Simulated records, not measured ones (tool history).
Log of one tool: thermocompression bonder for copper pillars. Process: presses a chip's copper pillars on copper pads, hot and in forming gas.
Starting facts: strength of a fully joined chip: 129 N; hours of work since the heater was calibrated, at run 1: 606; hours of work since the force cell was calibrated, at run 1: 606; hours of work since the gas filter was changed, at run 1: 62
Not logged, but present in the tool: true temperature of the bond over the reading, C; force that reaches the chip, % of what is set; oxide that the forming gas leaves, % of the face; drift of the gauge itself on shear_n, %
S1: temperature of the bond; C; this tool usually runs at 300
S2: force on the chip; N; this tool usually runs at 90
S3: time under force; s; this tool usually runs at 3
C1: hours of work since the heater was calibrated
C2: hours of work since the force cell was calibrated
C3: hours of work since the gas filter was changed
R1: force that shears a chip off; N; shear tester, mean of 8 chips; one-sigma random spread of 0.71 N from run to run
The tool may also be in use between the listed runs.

Run 1, day 0: usual settings; C1 606; C2 606; C3 62. Result: R1 45.4 N.
Run 2, day 0.783: usual settings; C1 617; C2 617; C3 73. Result: R1 44.7 N.
Run 3, day 1.271: usual settings but S1 283 C; C1 623; C2 623; C3 80. Result: R1 35.2 N.
Run 4, day 2.225: usual settings but S1 329 C; C1 637; C2 637; C3 93. Result: R1 63.8 N.
Run 5, day 2.879: usual settings but S1 329 C; C1 646; C2 646; C3 102. Result: R1 63.3 N.
Run 6, day 3.562: usual settings but S1 328 C; C1 655; C2 655; C3 112. Result: R1 63.1 N.
Run 7, day 4.412: usual settings but S2 60 N; C1 667; C2 667; C3 123. Result: R1 32.9 N.
Run 8, day 5: usual settings; C1 675; C2 675; C3 132. Result: R1 45 N.
Run 9, day 6.042: usual settings but S1 327 C; C1 690; C2 690; C3 146. Result: R1 63.2 N.
Run 10, day 6.758: usual settings but S3 4 s; C1 700; C2 700; C3 156. Result: R1 50.4 N.
Run 11, day 7.238: usual settings but S3 4 s; C1 706; C2 706; C3 163. Result: R1 48.7 N.
Run 12, day 7.938: usual settings but S3 6 s; C1 716; C2 716; C3 173. Result: R1 57.2 N.
Run 13, day 8.883: usual settings; C1 729; C2 729; C3 186. Result: R1 44.5 N.
Run 14, day 9.838: usual settings; C1 743; C2 743; C3 199. Result: R1 43.4 N.
Run 15, day 10.621: usual settings; C1 753; C2 753; C3 210. Result: R1 43.8 N.
Run 16, day 11.296: usual settings but S1 316 C; C1 763; C2 763; C3 219. Result: R1 53.4 N.
Run 17, day 12.192: usual settings but S1 316 C; C1 775; C2 775; C3 232. Result: R1 53.5 N.
Run 18, day 13.15: usual settings; C1 789; C2 789; C3 245. Result: R1 43.7 N.
Run 19, day 13.838: usual settings; C1 798; C2 798; C3 255. Result: R1 41.6 N.
Run 20, day 14.738: usual settings but S1 310 C; C1 811; C2 811; C3 267. Result: R1 48.8 N.
Run 21, day 15.888: usual settings but S2 67 N; C1 827; C2 827; C3 283. Result: R1 34 N.
At day 16.042: heater calibrated with a thermocouple chip.
Run 22, day 16.979: usual settings but S1 315 C, S2 114 N, S3 5 s; C1 13; C2 841; C3 297. Result: R1 68.7 N.
Run 23, day 17.712: usual settings but S1 315 C, S2 114 N, S3 5 s; C1 23; C2 851; C3 307. Result: R1 67.4 N.
At day 18.467: forming gas filter changed.
Run 24, day 18.8: usual settings but S1 315 C, S2 114 N, S3 5 s; C1 38; C2 866; C3 5. Result: R1 71.4 N.
Run 25, day 19.617: usual settings but S1 284 C, S2 83 N, S3 2 s; C1 49; C2 877; C3 16. Result: R1 24.7 N.
At day 20.225: heater calibrated with a thermocouple chip, once more.
Run 26, day 20.671: usual settings but S1 284 C, S2 83 N, S3 2 s; C1 6; C2 891; C3 30. Result: R1 32.6 N.
Run 27, day 21.408: usual settings but S1 274 C, S2 133 N, S3 2 s; C1 16; C2 901; C3 40. Result: R1 39.5 N.
Run 28, day 22.575: usual settings but S1 274 C, S2 133 N, S3 2 s; C1 33; C2 917; C3 56. Result: R1 38.7 N.
Run 29, day 23.688: usual settings but S1 314 C, S2 102 N, S3 2 s; C1 48; C2 933; C3 72. Result: R1 55 N.
Run 30, day 24.325: usual settings but S1 288 C, S2 92 N; C1 57; C2 942; C3 80. Result: R1 43.5 N.
Run 31, day 25.162: usual settings but S1 288 C, S2 92 N; C1 69; C2 953; C3 92. Result: R1 41.3 N.

What will run 32 give?
Run 32, day 26.221: usual settings but S1 288 C, S2 131 N; C1 83; C2 968; C3 107. Result: R1 ?.

R1: 53.6 N
Take away the tool's hidden state, keep the run-to-run variation as it was, and the same run would have given R1 53.6 N.
